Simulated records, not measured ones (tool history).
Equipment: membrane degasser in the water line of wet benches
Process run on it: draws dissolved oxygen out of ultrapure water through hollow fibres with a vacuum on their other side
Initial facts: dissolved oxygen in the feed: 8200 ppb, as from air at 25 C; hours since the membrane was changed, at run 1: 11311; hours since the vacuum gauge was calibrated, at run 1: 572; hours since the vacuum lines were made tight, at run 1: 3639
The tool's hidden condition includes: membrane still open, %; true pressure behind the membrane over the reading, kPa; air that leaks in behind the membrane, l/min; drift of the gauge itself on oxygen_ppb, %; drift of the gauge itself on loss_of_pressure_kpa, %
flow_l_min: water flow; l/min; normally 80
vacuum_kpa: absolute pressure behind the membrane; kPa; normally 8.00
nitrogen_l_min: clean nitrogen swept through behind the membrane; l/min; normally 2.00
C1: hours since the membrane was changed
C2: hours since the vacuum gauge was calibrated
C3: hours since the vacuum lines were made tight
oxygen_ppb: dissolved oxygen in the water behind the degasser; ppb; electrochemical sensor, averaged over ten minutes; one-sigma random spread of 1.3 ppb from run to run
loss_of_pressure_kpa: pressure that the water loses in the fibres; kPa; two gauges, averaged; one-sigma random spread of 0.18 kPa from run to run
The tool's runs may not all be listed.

run 1 hour=0.0 | flow_l_min=80 vacuum_kpa=8.00 nitrogen_l_min=2.00 | C1=11311 C2=572 C3=3639 | oxygen_ppb=378.6 loss_of_pressure_kpa=37.01
run 2 hour=170.6 | flow_l_min=80 vacuum_kpa=8.00 nitrogen_l_min=2.00 | C1=11482 C2=743 C3=3810 | oxygen_ppb=379.9 loss_of_pressure_kpa=36.85
run 3 hour=473.4 | flow_l_min=80 vacuum_kpa=8.00 nitrogen_l_min=2.00 | C1=11785 C2=1046 C3=4113 | oxygen_ppb=380.5 loss_of_pressure_kpa=37.34
run 4 hour=737.1 | flow_l_min=81 vacuum_kpa=8.00 nitrogen_l_min=2.00 | C1=12048 C2=1309 C3=4376 | oxygen_ppb=384.8 loss_of_pressure_kpa=37.96
run 5 hour=1030.1 | flow_l_min=80 vacuum_kpa=8.00 nitrogen_l_min=2.00 | C1=12341 C2=1602 C3=4669 | oxygen_ppb=383.0 loss_of_pressure_kpa=37.36
run 6 hour=1282.0 | flow_l_min=80 vacuum_kpa=8.00 nitrogen_l_min=4.69 | C1=12593 C2=1854 C3=4921 | oxygen_ppb=190.5 loss_of_pressure_kpa=37.06
run 7 hour=1527.9 | flow_l_min=80 vacuum_kpa=12.46 nitrogen_l_min=2.00 | C1=12839 C2=2100 C3=5167 | oxygen_ppb=704.2 loss_of_pressure_kpa=37.61
run 8 hour=1697.7 | flow_l_min=80 vacuum_kpa=8.00 nitrogen_l_min=2.00 | C1=13009 C2=2270 C3=5337 | oxygen_ppb=384.8 loss_of_pressure_kpa=37.43
-- hour=1801.3 seals of the vacuum lines changed
run 9 hour=1839.0 | flow_l_min=64 vacuum_kpa=8.00 nitrogen_l_min=2.00 | C1=13148 C2=2409 C3=38 | oxygen_ppb=322.6 loss_of_pressure_kpa=29.91
run 10 hour=2094.0 | flow_l_min=80 vacuum_kpa=8.00 nitrogen_l_min=2.00 | C1=13403 C2=2664 C3=293 | oxygen_ppb=385.8 loss_of_pressure_kpa=37.60
run 11 hour=2248.6 | flow_l_min=80 vacuum_kpa=8.00 nitrogen_l_min=2.00 | C1=13558 C2=2819 C3=447 | oxygen_ppb=389.9 loss_of_pressure_kpa=37.82
run 12 hour=2499.8 | flow_l_min=80 vacuum_kpa=8.00 nitrogen_l_min=2.00 | C1=13809 C2=3070 C3=698 | oxygen_ppb=389.9 loss_of_pressure_kpa=37.59
run 13 hour=2644.9 | flow_l_min=80 vacuum_kpa=8.00 nitrogen_l_min=2.00 | C1=13954 C2=3215 C3=844 | oxygen_ppb=387.4 loss_of_pressure_kpa=37.84
run 14 hour=2890.5 | flow_l_min=115 vacuum_kpa=8.00 nitrogen_l_min=2.00 | C1=14200 C2=3461 C3=1089 | oxygen_ppb=523.9 loss_of_pressure_kpa=53.74
run 15 hour=3193.9 | flow_l_min=80 vacuum_kpa=9.60 nitrogen_l_min=2.00 | C1=14503 C2=3764 C3=1393 | oxygen_ppb=506.1 loss_of_pressure_kpa=37.79
run 16 hour=3334.1 | flow_l_min=80 vacuum_kpa=8.00 nitrogen_l_min=2.00 | C1=14643 C2=3904 C3=1533 | oxygen_ppb=390.0 loss_of_pressure_kpa=37.87
-- hour=3443.1 membrane cartridge changed
run 17 hour=3612.1 | flow_l_min=49 vacuum_kpa=4.99 nitrogen_l_min=2.10 | C1=169 C2=4178 C3=1807 | oxygen_ppb=103.3 loss_of_pressure_kpa=21.28
run 18 hour=3778.5 | flow_l_min=49 vacuum_kpa=4.99 nitrogen_l_min=2.10 | C1=335 C2=4345 C3=1973 | oxygen_ppb=103.8 loss_of_pressure_kpa=21.37
run 19 hour=4119.2 | flow_l_min=49 vacuum_kpa=4.99 nitrogen_l_min=2.10 | C1=676 C2=4685 C3=2314 | oxygen_ppb=103.5 loss_of_pressure_kpa=21.29
-- hour=4253.2 vacuum gauge calibrated
run 20 hour=4386.1 | flow_l_min=95 vacuum_kpa=19.68 nitrogen_l_min=1.31 | C1=943 C2=133 C3=2580 | oxygen_ppb=1735.1 loss_of_pressure_kpa=41.58
run 21 hour=4683.2 | flow_l_min=100 vacuum_kpa=8.00 nitrogen_l_min=2.57 | C1=1240 C2=430 C3=2877 | oxygen_ppb=370.0 loss_of_pressure_kpa=43.53
run 22 hour=4927.5 | flow_l_min=55 vacuum_kpa=10.65 nitrogen_l_min=2.90 | C1=1484 C2=674 C3=3122 | oxygen_ppb=307.4 loss_of_pressure_kpa=24.01
run 23 hour=5091.1 | flow_l_min=74 vacuum_kpa=4.84 nitrogen_l_min=3.24 | C1=1647 C2=838 C3=3285 | oxygen_ppb=84.3 loss_of_pressure_kpa=32.25
run 24 hour=5281.0 | flow_l_min=69 vacuum_kpa=8.00 nitrogen_l_min=4.90 | C1=1837 C2=1028 C3=3475 | oxygen_ppb=156.4 loss_of_pressure_kpa=30.12
run 25 hour=5547.9 | flow_l_min=104 vacuum_kpa=8.83 nitrogen_l_min=3.30 | C1=2104 C2=1295 C3=3742 | oxygen_ppb=369.4 loss_of_pressure_kpa=45.75
run 26 hour=5830.7 | flow_l_min=104 vacuum_kpa=8.83 nitrogen_l_min=3.30 | C1=2387 C2=1578 C3=4025 | oxygen_ppb=369.3 loss_of_pressure_kpa=45.74
run 27 hour=6091.7 | flow_l_min=124 vacuum_kpa=14.20 nitrogen_l_min=4.73 | C1=2648 C2=1839 C3=4286 | oxygen_ppb=604.0 loss_of_pressure_kpa=55.22
run 28 hour=6236.2 | flow_l_min=88 vacuum_kpa=14.18 nitrogen_l_min=2.00 | C1=2793 C2=1983 C3=4430 | oxygen_ppb=878.9 loss_of_pressure_kpa=38.30
run 29 hour=6402.0 | flow_l_min=80 vacuum_kpa=17.89 nitrogen_l_min=1.11 | C1=2958 C2=2149 C3=4596 | oxygen_ppb=1587.5 loss_of_pressure_kpa=35.37
run 30 hour=6713.2 | flow_l_min=80 vacuum_kpa=17.89 nitrogen_l_min=1.11 | C1=3270 C2=2460 C3=4907 | oxygen_ppb=1583.1 loss_of_pressure_kpa=35.29
run 31 hour=6878.7 | flow_l_min=80 vacuum_kpa=7.59 nitrogen_l_min=1.11 | C1=3435 C2=2626 C3=5073 | oxygen_ppb=538.1 loss_of_pressure_kpa=35.58
run 32 hour=7079.7 | flow_l_min=60 vacuum_kpa=14.35 nitrogen_l_min=2.50 | C1=3636 C2=2827 C3=5274 | oxygen_ppb=561.3 loss_of_pressure_kpa=26.88

Selected run-to-run steps in oxygen_ppb, each split into two signed amounts: the part the tool would show with no hidden state at all (from settings, incoming material and random variation), and the remainder, which goes to the hidden state together with any gauge scatter not common to the measured and the hidden-state-free results:
Run 13 -> 14: flow_l_min 80 -> 115. oxygen_ppb +136.5 ppb: hidden state +12.2, all else +124.3.
Run 14 -> 15: flow_l_min 115 -> 80, vacuum_kpa 8.00 -> 9.60. oxygen_ppb -17.8 ppb: hidden state -10.4, all else -7.4.
Run 19 -> 20: flow_l_min 49 -> 95, vacuum_kpa 4.99 -> 19.68, nitrogen_l_min 2.10 -> 1.31, vacuum gauge calibrated. oxygen_ppb +1631.6 ppb: hidden state -15.0, all else +1646.6.
Run 20 -> 21: flow_l_min 95 -> 100, vacuum_kpa 19.68 -> 8.00, nitrogen_l_min 1.31 -> 2.57. oxygen_ppb -1365.1 ppb: hidden state +2.4, all else -1367.5.
Run 30 -> 31: vacuum_kpa 17.89 -> 7.59. oxygen_ppb -1045.0 ppb: hidden state +4.3, all else -1049.3.

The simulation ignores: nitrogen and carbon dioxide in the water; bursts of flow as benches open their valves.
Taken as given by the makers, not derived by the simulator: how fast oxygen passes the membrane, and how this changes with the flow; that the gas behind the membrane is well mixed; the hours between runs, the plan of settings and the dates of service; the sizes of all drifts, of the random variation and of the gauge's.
